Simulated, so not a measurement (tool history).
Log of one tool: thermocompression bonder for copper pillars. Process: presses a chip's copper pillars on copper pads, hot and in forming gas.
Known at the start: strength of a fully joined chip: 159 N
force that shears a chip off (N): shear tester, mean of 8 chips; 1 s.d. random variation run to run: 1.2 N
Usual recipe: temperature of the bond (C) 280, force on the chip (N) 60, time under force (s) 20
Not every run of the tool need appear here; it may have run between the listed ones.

run,day,temperature of the bond (C),force on the chip (N),time under force (s),force that shears a chip off (N)
1,0,280,60,20,92
2,0.346,280,60,20,89.1
3,1.083,280,60,20,92.1
4,1.667,280,60,20,88.8
5,2.179,280,60,20,88.5
6,2.988,280,49,20,77.2
7,3.342,280,49,20,79.1
8,3.921,280,49,20,80.1
9,4.488,263,60,20,74.1
# day 5.042: forming gas filter changed
10,5.267,263,60,20,83
11,5.983,263,60,20,84.6
12,6.575,263,60,20,82.8
13,7.25,263,60,20,81.4
14,8.004,263,60,20,81.9
15,8.829,285,60,20,100
# day 8.962: heater calibrated with a thermocouple chip
16,9.388,285,60,20,99.5
17,10.029,285,79,20,111.4
# day 10.512: heater calibrated with a thermocouple chip, once more
18,10.888,285,79,20,115.8
19,11.258,285,79,20,114.1
20,11.758,280,46,20,84.5
21,12.25,280,46,20,82.5
22,12.7,250,64,20,72
23,13.346,305,60,22,121.3
24,14.062,305,60,22,122.5
25,14.508,296,71,22,119.6
26,14.938,296,71,22,120.4
27,15.508,292,46,29,104.6
28,15.988,309,52,11,97.7
29,16.496,280,55,51,114.6
30,17.033,280,55,51,114.7
31,17.812,280,49,51,110.2
32,18.604,280,44,27,87.9
33,19.142,280,60,26,98.5
34,19.492,279,70,16,93.2
35,20.238,279,70,16,93.7
36,21.029,291,65,41,122.8
37,21.521,291,59,26,108.7
38,22.262,291,59,26,105.4
39,22.633,269,44,34,83.5

Predict each of these 3 candidate next runs independently; none follows another, all start after run 39:
A,22.983,280,57,20,?
B,22.983,302,44,16,?
C,22.983,254,46,30,?

run,force that shears a chip off (N)
A,88.4
B,88.6
C,67.3
Stripped of hidden state, with their random variation kept, the same runs would have yielded:
run,force that shears a chip off (N)
A,100.9
B,100.9
C,77.7
